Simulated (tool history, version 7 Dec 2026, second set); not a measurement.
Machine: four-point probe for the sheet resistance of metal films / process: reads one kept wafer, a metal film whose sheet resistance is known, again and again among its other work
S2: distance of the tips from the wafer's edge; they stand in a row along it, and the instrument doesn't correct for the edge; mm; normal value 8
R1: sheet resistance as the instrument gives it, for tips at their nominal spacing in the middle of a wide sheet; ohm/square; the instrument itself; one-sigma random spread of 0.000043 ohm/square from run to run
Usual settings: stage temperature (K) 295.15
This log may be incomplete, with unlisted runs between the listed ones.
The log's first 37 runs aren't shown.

run 38 hour=456.8 | stage_temperature_(K)=299.15 S2=27 | R1=0.214608
run 39 hour=464.8 | stage_temperature_(K)=302.15 S2=4 | R1=0.221340
run 40 hour=482.2 | stage_temperature_(K)=295.15 S2=11 | R1=0.215374
run 41 hour=497.5 | stage_temperature_(K)=299.15 S2=4 | R1=0.221413
run 42 hour=506.3 | stage_temperature_(K)=304.15 S2=10 | R1=0.215543
run 43 hour=520.7 | stage_temperature_(K)=296.15 S2=9 | R1=0.215918
run 44 hour=529.7 | stage_temperature_(K)=296.15 S2=9 | R1=0.215925
run 45 hour=544.5 | stage_temperature_(K)=291.15 S2=28 | R1=0.214766
run 46 hour=556.7 | stage_temperature_(K)=291.15 S2=28 | R1=0.214688

Forecast each of these 4 alternatives for the next run:
run A hour=573.8 | stage_temperature_(K)=293.15 S2=8 | R1=?
run B hour=573.8 | stage_temperature_(K)=308.15 S2=6 | R1=?
run C hour=573.8 | stage_temperature_(K)=297.15 S2=20 | R1=?
run D hour=573.8 | stage_temperature_(K)=295.15 S2=35 | R1=?

run=A R1=0.216299
run=B R1=0.217512
run=C R1=0.214727
run=D R1=0.214620
Take away the tool's hidden state, keep each run's random variation, and the runs would have read:
run=A R1=0.216296
run=B R1=0.217509
run=C R1=0.214725
run=D R1=0.214618
